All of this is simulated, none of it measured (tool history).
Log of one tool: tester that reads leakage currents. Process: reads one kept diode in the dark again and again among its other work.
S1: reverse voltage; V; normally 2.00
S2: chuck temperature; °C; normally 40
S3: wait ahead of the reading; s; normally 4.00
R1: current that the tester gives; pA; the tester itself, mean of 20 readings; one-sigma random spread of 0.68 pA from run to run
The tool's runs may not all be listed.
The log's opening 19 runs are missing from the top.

run 20 hour=710.3 | S1=2.00 S2=40 S3=4.00 | R1=255.24
run 21 hour=732.9 | S1=1.05 S2=41 S3=0.65 | R1=217.17
run 22 hour=762.2 | S1=1.05 S2=41 S3=0.65 | R1=217.67
run 23 hour=805.1 | S1=1.05 S2=41 S3=0.65 | R1=217.59
run 24 hour=846.3 | S1=12.53 S2=41 S3=0.77 | R1=523.46
run 25 hour=891.1 | S1=1.47 S2=28 S3=5.99 | R1=100.14
run 26 hour=925.2 | S1=1.47 S2=28 S3=5.99 | R1=100.39
run 27 hour=948.0 | S1=15.66 S2=44 S3=0.43 | R1=697.06
run 28 hour=985.4 | S1=8.95 S2=44 S3=1.03 | R1=565.49
run 29 hour=1029.9 | S1=1.28 S2=24 S3=0.33 | R1=72.45
run 30 hour=1075.6 | S1=10.72 S2=56 S3=0.33 | R1=1282.19
run 31 hour=1108.7 | S1=12.48 S2=23 S3=6.86 | R1=150.01
run 32 hour=1149.6 | S1=9.31 S2=27 S3=6.11 | R1=179.71
run 33 hour=1203.0 | S1=1.33 S2=48 S3=1.07 | R1=373.33
run 34 hour=1227.7 | S1=2.00 S2=21 S3=4.00 | R1=67.10
run 35 hour=1272.0 | S1=2.00 S2=21 S3=4.00 | R1=66.93
run 36 hour=1315.0 | S1=8.43 S2=21 S3=0.61 | R1=116.56
run 37 hour=1354.1 | S1=8.43 S2=21 S3=0.61 | R1=116.11
run 38 hour=1406.9 | S1=2.00 S2=40 S3=7.22 | R1=256.82
run 39 hour=1441.8 | S1=7.29 S2=37 S3=0.55 | R1=335.54
run 40 hour=1473.9 | S1=7.29 S2=37 S3=0.55 | R1=334.71

Alternative continuations, all from the tool just after run 40; predict every row:
run A hour=1518.7 | S1=5.49 S2=31 S3=5.37 | R1=?
run B hour=1518.7 | S1=7.29 S2=34 S3=4.03 | R1=?
run C hour=1518.7 | S1=16.25 S2=43 S3=4.00 | R1=?

run=A R1=198.29
run=B R1=271.56
run=C R1=660.13
What these runs would have given with no unlogged condition in the tool:
run=A R1=189.49
run=B R1=259.79
run=C R1=633.42
